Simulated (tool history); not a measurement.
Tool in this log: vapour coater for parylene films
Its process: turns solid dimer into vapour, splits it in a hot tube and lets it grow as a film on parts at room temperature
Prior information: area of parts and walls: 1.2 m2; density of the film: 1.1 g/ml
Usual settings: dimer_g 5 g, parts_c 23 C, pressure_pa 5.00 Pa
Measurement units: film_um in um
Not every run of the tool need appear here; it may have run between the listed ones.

run	hour	dimer_g	parts_c	pressure_pa	film_um
1	0.0	5	23	5.00	2.06
2	28.5	5	23	3.61	2.20
3	66.4	5	23	5.00	2.05
4	109.5	5	23	2.05	2.37
5	133.9	9	23	5.00	3.63
6	156.3	5	25	5.00	1.87
7	177.3	5	25	5.00	1.80
8	216.2	5	23	7.34	1.89
9	244.9	5	23	5.00	1.95
10	274.3	5	21	5.00	1.89
11	306.7	5	23	5.00	1.76
12	345.0	5	23	5.00	1.68
13	365.2	5	34	5.00	1.10
14	407.9	5	23	5.00	1.66
15	451.8	5	23	5.00	1.62
16	472.9	5	23	5.00	1.64
17	525.2	5	23	5.00	2.27
18	565.4	6	27	2.97	2.48
19	604.5	5	17	5.00	2.79
20	653.9	5	22	5.00	2.28
21	679.1	5	22	5.00	2.29
22	714.2	3	22	5.00	1.33
23	745.3	4	23	4.88	1.78
24	765.9	4	23	4.88	1.72
25	800.2	4	23	4.88	1.69
26	839.0	2	32	5.81	0.56
27	883.3	2	25	11.63	0.69
28	906.3	2	34	8.49	0.49
29	945.6	6	28	5.00	2.01
30	978.6	5	18	2.68	2.70
31	1004.6	5	18	4.76	2.42
32	1031.6	5	18	4.76	2.45
33	1084.2	5	18	3.54	2.89

Not shown: 3 entries that the log had between the listed runs. Between which runs, and how does the tool's hidden state differ before and after?
Run 9 -> run 10: trap's valve overhauled (hour 270.1)
  vapour lost through the trap's worn valve, %: 12.6 -> 21.9; true temperature of the parts over the reading, C: -0.11 -> -0.12
  difference, measured minus the result without the unlogged condition, film_um: -0.27 -> -0.52 um
Run 16 -> run 17: trap's valve overhauled, once more (hour 522.2)
  vapour lost through the trap's worn valve, %: 26.9 -> 0.2; true temperature of the parts over the reading, C: -0.16 -> -0.17
  difference, measured minus the result without the unlogged condition, film_um: -0.60 -> +0.01 um
Run 32 -> run 33: trap's valve overhauled (hour 1053.1)
  vapour lost through the trap's worn valve, %: 12.4 -> 0.9; true temperature of the parts over the reading, C: -0.26 -> -0.27
  difference, measured minus the result without the unlogged condition, film_um: -0.32 -> +0.01 um
